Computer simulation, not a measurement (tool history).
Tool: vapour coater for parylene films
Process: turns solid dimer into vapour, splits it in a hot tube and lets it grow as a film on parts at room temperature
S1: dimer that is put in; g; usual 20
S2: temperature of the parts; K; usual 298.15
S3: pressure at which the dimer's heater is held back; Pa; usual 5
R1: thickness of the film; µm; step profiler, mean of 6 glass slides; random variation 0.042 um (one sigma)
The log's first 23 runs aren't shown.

{"run": 24, "hour": 1022.6, "S1": 33, "S2": 298.15, "S3": 5, "R1": 7.69}
{"run": 25, "hour": 1080.8, "S1": 14, "S2": 292.15, "S3": 2.95, "R1": 4.57}
{"run": 26, "hour": 1119.5, "S1": 20, "S2": 297.15, "S3": 8.55, "R1": 4.44}
{"run": 27, "hour": 1167.1, "S1": 20, "S2": 297.15, "S3": 8.55, "R1": 4.36}
{"run": 28, "hour": 1205.7, "S1": 28, "S2": 295.15, "S3": 8.55, "R1": 6.61}
{"run": 29, "hour": 1264.2, "S1": 28, "S2": 295.15, "S3": 8.55, "R1": 6.61}
{"run": 30, "hour": 1307.4, "S1": 20, "S2": 298.15, "S3": 7.35, "R1": 4.14}
{"run": 31, "hour": 1363.4, "S1": 20, "S2": 298.15, "S3": 8.12, "R1": 4.07}
{"run": 32, "hour": 1416.3, "S1": 20, "S2": 298.15, "S3": 8.12, "R1": 4.06}
{"run": 33, "hour": 1458.5, "S1": 35, "S2": 307.15, "S3": 8.03, "R1": 4.73}
{"run": 34, "hour": 1516.6, "S1": 35, "S2": 295.15, "S3": 6.53, "R1": 8.35}
{"hour": 1575.2, "done": "trap's valve overhauled"}
{"run": 35, "hour": 1575.2, "S1": 20, "S2": 292.15, "S3": 2.35, "R1": 7.21}
{"run": 36, "hour": 1608.9, "S1": 10, "S2": 298.15, "S3": 5, "R1": 2.42}
{"hour": 1661.2, "done": "table's thermometer calibrated"}
{"run": 37, "hour": 1668.7, "S1": 10, "S2": 298.15, "S3": 5, "R1": 2.27}
{"run": 38, "hour": 1698.5, "S1": 22, "S2": 308.15, "S3": 2.88, "R1": 3.47}
{"run": 39, "hour": 1747.0, "S1": 20, "S2": 306.15, "S3": 5, "R1": 3.19}
{"run": 40, "hour": 1782.0, "S1": 20, "S2": 298.15, "S3": 4.31, "R1": 4.58}
{"run": 41, "hour": 1829.6, "S1": 18, "S2": 298.15, "S3": 4.31, "R1": 4.03}
{"run": 42, "hour": 1867.9, "S1": 10, "S2": 294.15, "S3": 3.72, "R1": 2.71}
{"run": 43, "hour": 1925.9, "S1": 28, "S2": 291.15, "S3": 5.97, "R1": 8.09}
{"run": 44, "hour": 1984.7, "S1": 10, "S2": 298.15, "S3": 3.11, "R1": 2.3}
{"run": 45, "hour": 2037.3, "S1": 15, "S2": 307.15, "S3": 3.77, "R1": 2.26}

Forecast each of these 4 alternatives for the next run:
{"run": "A", "hour": 2094.1, "S1": 26, "S2": 307.15, "S3": 5.21, "R1": "?"}
{"run": "B", "hour": 2094.1, "S1": 23, "S2": 303.15, "S3": 3.1, "R1": "?"}
{"run": "C", "hour": 2094.1, "S1": 12, "S2": 293.15, "S3": 3.02, "R1": "?"}
{"run": "D", "hour": 2094.1, "S1": 25, "S2": 298.15, "S3": 5, "R1": "?"}

run=A R1=3.66
run=B R1=4.28
run=C R1=3.49
run=D R1=5.35
Without the tool's hidden state the same runs would have given:
run=A R1=3.96
run=B R1=4.63
run=C R1=3.77
run=D R1=5.79
